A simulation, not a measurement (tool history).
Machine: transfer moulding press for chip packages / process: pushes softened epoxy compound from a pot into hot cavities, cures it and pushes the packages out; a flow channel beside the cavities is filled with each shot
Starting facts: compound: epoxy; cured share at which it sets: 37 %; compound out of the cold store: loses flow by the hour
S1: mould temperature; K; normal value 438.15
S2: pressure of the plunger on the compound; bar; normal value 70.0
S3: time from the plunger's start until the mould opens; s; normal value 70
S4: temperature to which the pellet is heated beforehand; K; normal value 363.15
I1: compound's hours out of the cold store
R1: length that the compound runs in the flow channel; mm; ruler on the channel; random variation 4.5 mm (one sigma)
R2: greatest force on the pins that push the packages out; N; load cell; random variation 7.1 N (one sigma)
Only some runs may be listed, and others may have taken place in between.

run,hour,S1,S2,S3,S4,I1,R1,R2
1,0.0,438.15,70.0,70,363.15,29.5,848,294
2,15.7,438.15,70.0,70,363.15,31.4,839,292
# hour 23.1: cavities cleaned with cleaning compound and waxed
3,43.7,438.15,70.0,70,363.15,21.0,867,280
# hour 68.0: cavities cleaned with cleaning compound and waxed
4,69.6,445.15,70.0,70,363.15,23.7,836,204
5,100.7,445.15,70.0,70,363.15,22.2,835,193
# hour 112.5: cavities cleaned with cleaning compound and waxed
6,123.9,438.15,70.0,82,363.15,37.3,821,217
7,147.9,438.15,70.0,70,363.15,47.9,806,273
# hour 157.6: cavities cleaned with cleaning compound and waxed
8,181.0,438.15,70.0,70,363.15,46.2,810,262
# hour 202.0: cavities cleaned with cleaning compound and waxed
9,206.1,438.15,70.0,70,355.15,16.2,876,304
10,237.1,438.15,87.5,70,363.15,17.9,973,293
# hour 246.5: cavities cleaned with cleaning compound and waxed
11,258.3,438.15,53.2,70,363.15,47.3,695,277
12,280.2,438.15,70.0,79,363.15,22.1,861,225
# hour 291.0: cavities cleaned with cleaning compound and waxed
13,297.9,438.15,70.0,95,363.15,28.2,850,184
14,316.5,438.15,70.0,95,363.15,21.0,857,186
# hour 335.8: cavities cleaned with cleaning compound and waxed
15,337.3,432.15,70.0,70,363.15,18.9,897,461
16,351.3,432.15,70.0,70,363.15,23.9,891,443
# hour 368.8: plunger's sealing rings changed
# hour 382.1: cavities cleaned with cleaning compound and waxed
17,382.5,432.15,70.0,70,363.15,31.8,869,450
18,415.0,432.15,70.0,90,366.15,13.8,918,243
# hour 425.9: cavities cleaned with cleaning compound and waxed
19,440.3,438.15,70.0,78,355.15,45.2,810,218
# hour 470.1: cavities cleaned with cleaning compound and waxed
20,473.2,438.15,70.0,73,355.15,39.7,819,249
21,488.0,442.15,66.3,63,372.15,20.2,822,259
# hour 514.5: cavities cleaned with cleaning compound and waxed
22,517.2,442.15,66.3,63,372.15,17.5,828,267
23,537.6,442.15,66.3,63,372.15,35.1,791,258
24,552.7,436.15,58.0,63,365.15,45.3,734,425
# hour 558.7: cavities cleaned with cleaning compound and waxed
25,575.8,431.15,70.0,54,363.15,19.1,901,824
26,596.7,433.15,54.2,70,359.15,30.3,761,441
# hour 603.0: cavities cleaned with cleaning compound and waxed
27,628.0,433.15,54.2,70,359.15,13.9,803,447
# hour 647.6: cavities cleaned with cleaning compound and waxed
28,651.4,433.15,54.2,70,359.15,43.1,738,412
29,681.8,433.15,54.2,70,359.15,16.8,799,430

Each row is a separate what-if for the run after 29, all from the same tool condition, not one after another. Results?
# hour 692.3: cavities cleaned with cleaning compound and waxed
A,707.4,445.15,70.0,70,368.15,39.1,?,?
# hour 692.3: cavities cleaned with cleaning compound and waxed
B,707.4,438.15,70.0,92,363.15,28.0,?,?
# hour 692.3: cavities cleaned with cleaning compound and waxed
C,707.4,438.15,71.3,63,363.15,28.6,?,?

run,R1,R2
A,798,194
B,848,190
C,857,390
Take away the tool's hidden state, keep each run's random variation, and the runs would have read:
run,R1,R2
A,799,193
B,850,189
C,859,388
